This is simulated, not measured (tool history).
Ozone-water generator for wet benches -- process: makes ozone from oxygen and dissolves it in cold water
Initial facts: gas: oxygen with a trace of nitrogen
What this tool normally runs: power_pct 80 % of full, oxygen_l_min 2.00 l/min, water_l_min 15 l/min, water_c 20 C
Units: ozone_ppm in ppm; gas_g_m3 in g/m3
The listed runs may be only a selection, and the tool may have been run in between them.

run	hour	power_pct	oxygen_l_min	water_l_min	water_c	ozone_ppm	gas_g_m3
1	0.0	80	2.00	15	20	15.6	202.1
2	50.1	80	2.00	15	20	15.8	202.0
3	110.9	99	2.00	15	20	19.1	241.3
4	187.8	99	2.00	15	20	18.9	238.3
5	280.4	80	2.00	15	20	15.7	199.1
6	368.7	80	2.00	15	20	15.8	198.6
7	475.6	80	2.00	15	20	15.9	198.9
# hour 550.8: contactor cleaned
8	561.0	80	2.00	15	20	15.6	198.5
9	662.6	80	2.00	15	20	15.8	199.8
10	754.5	80	2.00	15	20	15.7	197.9
11	858.0	80	2.00	15	20	15.8	197.8
12	946.6	80	2.00	15	20	15.5	196.3
13	1037.2	80	2.00	15	20	15.8	195.4
14	1107.9	80	2.00	15	20	15.7	195.4
15	1170.2	80	2.00	15	20	15.7	196.4
# hour 1196.6: gauge calibrated
16	1247.3	80	2.00	15	20	15.7	199.9
17	1308.9	80	2.00	15	20	15.7	200.0
18	1357.7	87	1.44	14	16	17.1	254.6
19	1423.9	49	2.00	15	27	9.5	130.9
20	1486.7	90	2.33	11	22	22.7	205.1
21	1594.9	59	2.33	9	22	18.2	142.3
22	1651.3	63	2.36	10	14	19.7	149.1
23	1702.9	90	2.00	15	25	16.5	220.7
24	1791.7	90	2.00	15	25	16.5	216.0
25	1901.2	90	3.25	15	25	17.5	173.6
26	1977.0	67	1.50	10	15	19.1	195.0
27	2043.8	92	1.76	13	20	19.9	233.9
28	2142.3	92	2.58	19	20	14.8	196.7
29	2216.7	92	2.58	19	20	14.8	195.2
30	2303.8	64	2.00	18	20	10.9	161.0
31	2363.6	58	1.52	10	26	15.0	168.1
32	2473.1	96	1.52	21	19	12.0	260.2

Run by run, hidden condition taken away, random variation retained:
Unlogged tool condition in this case: yield of the discharge, % of new electrodes'; contactor's efficiency, % of a clean one's; true water temperature over the reading, C; drift of the gauge itself on ozone_ppm, %; drift of the gauge itself on gas_g_m3, %.
run	gas_g_m3
1	202.3
2	202.4
3	242.1
4	239.7
5	200.7
6	200.6
7	201.5
8	201.5
9	203.3
10	201.9
11	202.4
12	201.3
13	200.8
14	201.2
15	202.6
16	200.4
17	200.8
18	256.0
19	131.8
20	207.0
21	143.9
22	151.0
23	223.9
24	219.7
25	177.1
26	199.2
27	239.5
28	201.9
29	200.8
30	165.8
31	173.4
32	269.3
ozone_ppm without the hidden state stays within 0.1 ppm of what was measured, in all runs.

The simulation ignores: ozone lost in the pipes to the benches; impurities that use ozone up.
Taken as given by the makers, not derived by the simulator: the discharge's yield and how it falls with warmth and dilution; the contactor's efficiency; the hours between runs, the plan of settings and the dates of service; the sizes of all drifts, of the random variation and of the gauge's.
